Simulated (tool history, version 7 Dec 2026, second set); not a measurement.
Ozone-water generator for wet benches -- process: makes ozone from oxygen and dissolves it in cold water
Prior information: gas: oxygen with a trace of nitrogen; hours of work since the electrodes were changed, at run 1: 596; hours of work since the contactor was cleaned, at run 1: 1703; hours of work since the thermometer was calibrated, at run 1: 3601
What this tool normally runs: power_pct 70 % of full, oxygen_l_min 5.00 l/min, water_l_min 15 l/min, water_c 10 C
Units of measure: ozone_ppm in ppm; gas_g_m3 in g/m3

| run | hour | power_pct | oxygen_l_min | water_l_min | water_c | hours of work since the electrodes were changed | hours of work since the contactor was cleaned | hours of work since the thermometer was calibrated | ozone_ppm | gas_g_m3 |
|---|---|---|---|---|---|---|---|---|---|---|
| 1 | 0.0 | 70 | 5.00 | 15 | 10 | 596 | 1703 | 3601 | 25.3 | 184.9 |
| 2 | 146.1 | 70 | 5.00 | 15 | 10 | 696 | 1803 | 3701 | 25.5 | 184.0 |
| 3 | 262.0 | 70 | 5.00 | 15 | 10 | 776 | 1883 | 3780 | 25.5 | 182.4 |
| 4 | 390.7 | 70 | 5.00 | 15 | 10 | 864 | 1971 | 3868 | 25.7 | 183.8 |
|  | 487.0 | water thermometer calibrated |
| 5 | 490.6 | 70 | 3.95 | 15 | 10 | 932 | 2039 | 2 | 24.8 | 206.6 |
| 6 | 591.4 | 70 | 3.95 | 15 | 10 | 1001 | 2108 | 71 | 24.8 | 207.3 |
| 7 | 676.8 | 70 | 3.95 | 15 | 10 | 1059 | 2166 | 130 | 24.6 | 205.0 |
| 8 | 784.6 | 70 | 3.95 | 15 | 10 | 1133 | 2240 | 204 | 25.0 | 204.8 |
| 9 | 897.3 | 70 | 3.95 | 15 | 10 | 1210 | 2317 | 281 | 25.0 | 205.9 |
| 10 | 987.2 | 70 | 3.95 | 15 | 10 | 1272 | 2379 | 342 | 25.0 | 205.5 |
| 11 | 1098.8 | 70 | 3.95 | 15 | 10 | 1348 | 2455 | 419 | 25.2 | 203.7 |
| 12 | 1261.4 | 70 | 3.95 | 15 | 10 | 1460 | 2567 | 530 | 25.0 | 205.0 |
| 13 | 1373.1 | 70 | 3.95 | 15 | 10 | 1536 | 2643 | 607 | 24.7 | 205.4 |
| 14 | 1532.0 | 54 | 3.95 | 15 | 10 | 1645 | 2752 | 715 | 19.8 | 161.5 |
| 15 | 1628.1 | 70 | 5.00 | 15 | 10 | 1711 | 2818 | 781 | 25.4 | 181.6 |
| 16 | 1721.9 | 70 | 5.00 | 15 | 9 | 1775 | 2882 | 846 | 26.0 | 180.6 |
| 17 | 1797.1 | 70 | 5.00 | 15 | 9 | 1826 | 2933 | 897 | 26.1 | 180.2 |
| 18 | 1872.6 | 95 | 3.37 | 18 | 9 | 1878 | 2985 | 949 | 27.8 | 290.8 |
| 19 | 2024.5 | 64 | 8.27 | 15 | 10 | 1982 | 3089 | 1053 | 23.8 | 131.8 |
| 20 | 2107.7 | 64 | 8.27 | 15 | 10 | 2039 | 3146 | 1110 | 23.6 | 131.7 |
| 21 | 2218.4 | 50 | 3.72 | 11 | 10 | 2115 | 3222 | 1185 | 23.5 | 154.8 |
| 22 | 2357.4 | 50 | 3.72 | 11 | 10 | 2210 | 3317 | 1281 | 23.6 | 154.2 |
| 23 | 2469.1 | 50 | 3.72 | 11 | 10 | 2287 | 3393 | 1357 | 23.4 | 155.5 |
| 24 | 2575.7 | 40 | 5.00 | 15 | 10 | 2360 | 3466 | 1430 | 15.4 | 109.1 |
| 25 | 2727.3 | 40 | 5.00 | 15 | 10 | 2463 | 3570 | 1534 | 15.3 | 109.7 |
| 26 | 2825.8 | 40 | 5.00 | 15 | 10 | 2531 | 3638 | 1601 | 15.3 | 109.2 |
| 27 | 2991.7 | 59 | 5.00 | 15 | 10 | 2644 | 3751 | 1715 | 21.7 | 155.1 |
| 28 | 3061.2 | 71 | 3.12 | 18 | 17 | 2692 | 3799 | 1763 | 19.2 | 230.6 |
| 29 | 3142.2 | 69 | 4.91 | 18 | 6 | 2747 | 3854 | 1818 | 22.8 | 178.9 |
| 30 | 3254.3 | 93 | 7.23 | 17 | 10 | 2824 | 3931 | 1895 | 30.5 | 196.8 |
| 31 | 3372.1 | 70 | 3.32 | 21 | 6 | 2905 | 4012 | 1975 | 18.3 | 220.1 |
| 32 | 3523.1 | 59 | 2.94 | 21 | 18 | 3008 | 4115 | 2079 | 13.6 | 200.4 |
| 33 | 3661.4 | 59 | 2.94 | 21 | 18 | 3103 | 4210 | 2173 | 13.7 | 200.4 |

Below are 4 alternative next runs, each starting from the tool's condition after run 33. Predict each:
| A | 3774.1 | 43 | 7.92 | 21 | 18 | 3180 | 4287 | 2251 | ? | ? |
| B | 3774.1 | 70 | 3.60 | 10 | 10 | 3180 | 4287 | 2251 | ? | ? |
| C | 3774.1 | 53 | 6.07 | 15 | 14 | 3180 | 4287 | 2251 | ? | ? |
| D | 3774.1 | 98 | 5.00 | 15 | 10 | 3180 | 4287 | 2251 | ? | ? |

| run | ozone_ppm | gas_g_m3 |
|---|---|---|
| A | 11.2 | 93.1 |
| B | 33.8 | 210.1 |
| C | 18.8 | 127.2 |
| D | 34.6 | 245.0 |
With no hidden state in the tool, these same runs would have given:
| run | ozone_ppm | gas_g_m3 |
|---|---|---|
| A | 11.2 | 95.3 |
| B | 33.8 | 215.1 |
| C | 18.8 | 130.1 |
| D | 34.6 | 250.8 |

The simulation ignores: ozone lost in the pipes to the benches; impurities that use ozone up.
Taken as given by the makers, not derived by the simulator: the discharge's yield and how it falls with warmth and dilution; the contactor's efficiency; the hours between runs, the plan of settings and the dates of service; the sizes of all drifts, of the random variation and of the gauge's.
